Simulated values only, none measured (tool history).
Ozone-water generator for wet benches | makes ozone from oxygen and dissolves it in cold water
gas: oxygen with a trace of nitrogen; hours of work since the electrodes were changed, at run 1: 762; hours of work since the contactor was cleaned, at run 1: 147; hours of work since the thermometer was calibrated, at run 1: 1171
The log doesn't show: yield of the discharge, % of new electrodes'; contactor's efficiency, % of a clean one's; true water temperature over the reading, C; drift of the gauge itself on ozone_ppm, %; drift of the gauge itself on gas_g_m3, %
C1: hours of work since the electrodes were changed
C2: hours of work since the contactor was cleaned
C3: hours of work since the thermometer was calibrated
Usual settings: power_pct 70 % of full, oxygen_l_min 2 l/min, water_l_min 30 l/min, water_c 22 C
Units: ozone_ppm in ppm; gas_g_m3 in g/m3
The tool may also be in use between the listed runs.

Run 1, hour 0: usual settings; C1 762; C2 147; C3 1171. Result: ozone_ppm 4.3 ppm, gas_g_m3 145 g/m3.
Run 2, hour 41: usual settings; C1 786; C2 171; C3 1195. Result: ozone_ppm 4.3 ppm, gas_g_m3 146.6 g/m3.
Run 3, hour 67.1: usual settings; C1 802; C2 187; C3 1211. Result: ozone_ppm 4.3 ppm, gas_g_m3 147.2 g/m3.
Run 4, hour 101.4: usual settings but oxygen_l_min 1.61 l/min; C1 823; C2 208; C3 1232. Result: ozone_ppm 4.1 ppm, gas_g_m3 168.9 g/m3.
Run 5, hour 137.1: usual settings but oxygen_l_min 1.61 l/min; C1 844; C2 229; C3 1253. Result: ozone_ppm 4.4 ppm, gas_g_m3 170.7 g/m3.
Run 6, hour 173.6: usual settings but oxygen_l_min 1.61 l/min; C1 866; C2 251; C3 1275. Result: ozone_ppm 4.4 ppm, gas_g_m3 169.5 g/m3.
Run 7, hour 202.4: usual settings but oxygen_l_min 1.9 l/min; C1 883; C2 268; C3 1292. Result: ozone_ppm 4.4 ppm, gas_g_m3 151.2 g/m3.
Run 8, hour 229.2: usual settings but oxygen_l_min 1.9 l/min; C1 899; C2 284; C3 1308. Result: ozone_ppm 4.4 ppm, gas_g_m3 150.7 g/m3.
Run 9, hour 265.7: usual settings but oxygen_l_min 1.9 l/min; C1 921; C2 306; C3 1330. Result: ozone_ppm 4.4 ppm, gas_g_m3 151.3 g/m3.
Run 10, hour 307.6: usual settings but oxygen_l_min 1.9 l/min; C1 946; C2 331; C3 1355. Result: ozone_ppm 4.3 ppm, gas_g_m3 149.5 g/m3.
Run 11, hour 340.3: usual settings but oxygen_l_min 1.9 l/min; C1 966; C2 351; C3 1375. Result: ozone_ppm 4.2 ppm, gas_g_m3 151.4 g/m3.
Run 12, hour 362.1: usual settings but water_c 20 C; C1 979; C2 364; C3 1388. Result: ozone_ppm 4.1 ppm, gas_g_m3 145.9 g/m3.
Run 13, hour 380.6: usual settings but water_c 20 C; C1 990; C2 375; C3 1399. Result: ozone_ppm 4.4 ppm, gas_g_m3 145.8 g/m3.
Run 14, hour 410.6: usual settings but power_pct 98 % of full; C1 1008; C2 393; C3 1417. Result: ozone_ppm 5.7 ppm, gas_g_m3 188.8 g/m3.
Run 15, hour 449.2: usual settings but power_pct 98 % of full; C1 1031; C2 416; C3 1440. Result: ozone_ppm 5.8 ppm, gas_g_m3 191.4 g/m3.
Run 16, hour 479: usual settings but power_pct 98 % of full; C1 1049; C2 434; C3 1458. Result: ozone_ppm 5.6 ppm, gas_g_m3 189.3 g/m3.
At hour 482.4: water thermometer calibrated.
Run 17, hour 509.3: usual settings but power_pct 98 % of full; C1 1067; C2 452; C3 16. Result: ozone_ppm 5.4 ppm, gas_g_m3 189 g/m3.
Run 18, hour 537.7: usual settings but power_pct 58 % of full, oxygen_l_min 3.4 l/min, water_l_min 36 l/min; C1 1084; C2 469; C3 33. Result: ozone_ppm 3.1 ppm, gas_g_m3 86.7 g/m3.
Run 19, hour 555.2: usual settings but water_l_min 40 l/min; C1 1095; C2 480; C3 44. Result: ozone_ppm 3.1 ppm, gas_g_m3 145.1 g/m3.
Run 20, hour 580.2: usual settings but power_pct 90 % of full, water_l_min 23 l/min; C1 1110; C2 495; C3 59. Result: ozone_ppm 7.1 ppm, gas_g_m3 175.3 g/m3.
Run 21, hour 613.2: usual settings but power_pct 95 % of full, water_l_min 23 l/min, water_c 16 C; C1 1130; C2 515; C3 79. Result: ozone_ppm 7.7 ppm, gas_g_m3 183.1 g/m3.
Run 22, hour 651.8: usual settings but power_pct 80 % of full, oxygen_l_min 1.05 l/min, water_l_min 23 l/min, water_c 16 C; C1 1153; C2 538; C3 102. Result: ozone_ppm 6.2 ppm, gas_g_m3 248.5 g/m3.
Run 23, hour 683.4: usual settings but water_c 26 C; C1 1172; C2 557; C3 121. Result: ozone_ppm 4.3 ppm, gas_g_m3 145.7 g/m3.
At hour 706.2: water thermometer calibrated, once more.
Run 24, hour 706.2: usual settings but water_c 24 C; C1 1185; C2 570; C3 0. Result: ozone_ppm 4.2 ppm, gas_g_m3 144.6 g/m3.
Run 25, hour 747.5: usual settings but power_pct 94 % of full, oxygen_l_min 2.24 l/min, water_l_min 22 l/min, water_c 20 C; C1 1210; C2 595; C3 25. Result: ozone_ppm 7.9 ppm, gas_g_m3 166 g/m3.
Run 26, hour 775.5: usual settings but power_pct 94 % of full, oxygen_l_min 2.24 l/min, water_l_min 22 l/min, water_c 20 C; C1 1227; C2 612; C3 42. Result: ozone_ppm 8 ppm, gas_g_m3 168.5 g/m3.
Run 27, hour 800.2: usual settings but power_pct 94 % of full, oxygen_l_min 2.24 l/min, water_l_min 22 l/min, water_c 20 C; C1 1242; C2 627; C3 56. Result: ozone_ppm 8 ppm, gas_g_m3 168.3 g/m3.
Run 28, hour 838.3: usual settings but power_pct 55 % of full, oxygen_l_min 2.56 l/min; C1 1264; C2 649; C3 79. Result: ozone_ppm 3.6 ppm, gas_g_m3 102.6 g/m3.
Run 29, hour 874: usual settings but oxygen_l_min 1.46 l/min; C1 1286; C2 671; C3 101. Result: ozone_ppm 4.1 ppm, gas_g_m3 178.9 g/m3.
Run 30, hour 916.4: usual settings but power_pct 85 % of full; C1 1311; C2 696; C3 126. Result: ozone_ppm 5.2 ppm, gas_g_m3 166.8 g/m3.
Run 31, hour 937.5: usual settings but power_pct 41 % of full, oxygen_l_min 1.92 l/min, water_l_min 33 l/min, water_c 28 C; C1 1324; C2 709; C3 139. Result: ozone_ppm 2.4 ppm, gas_g_m3 99.2 g/m3.

Hidden state or all else? Some run-to-run changes of gas_g_m3, split into what the settings, what came in and random variation would give without the hidden state, and what is left for the hidden state (with any gauge scatter that isn't in both results):
Run 17 -> 18: power_pct 98 -> 58, oxygen_l_min 2 -> 3.4, water_l_min 30 -> 36. gas_g_m3 -102.3 g/m3: hidden state +3.1, all else -105.4.
Run 22 -> 23: power_pct 80 -> 70, oxygen_l_min 1.05 -> 2, water_l_min 23 -> 30, water_c 16 -> 26. gas_g_m3 -102.8 g/m3: hidden state +2.7, all else -105.5.
Run 27 -> 28: power_pct 94 -> 55, oxygen_l_min 2.24 -> 2.56, water_l_min 22 -> 30, water_c 20 -> 22. gas_g_m3 -65.7 g/m3: hidden state +2.8, all else -68.5.
Run 28 -> 29: power_pct 55 -> 70, oxygen_l_min 2.56 -> 1.46. gas_g_m3 +76.3 g/m3: hidden state -2.4, all else +78.7.
Run 30 -> 31: power_pct 85 -> 41, oxygen_l_min 2 -> 1.92, water_l_min 30 -> 33, water_c 22 -> 28. gas_g_m3 -67.6 g/m3: hidden state +3.3, all else -70.9.
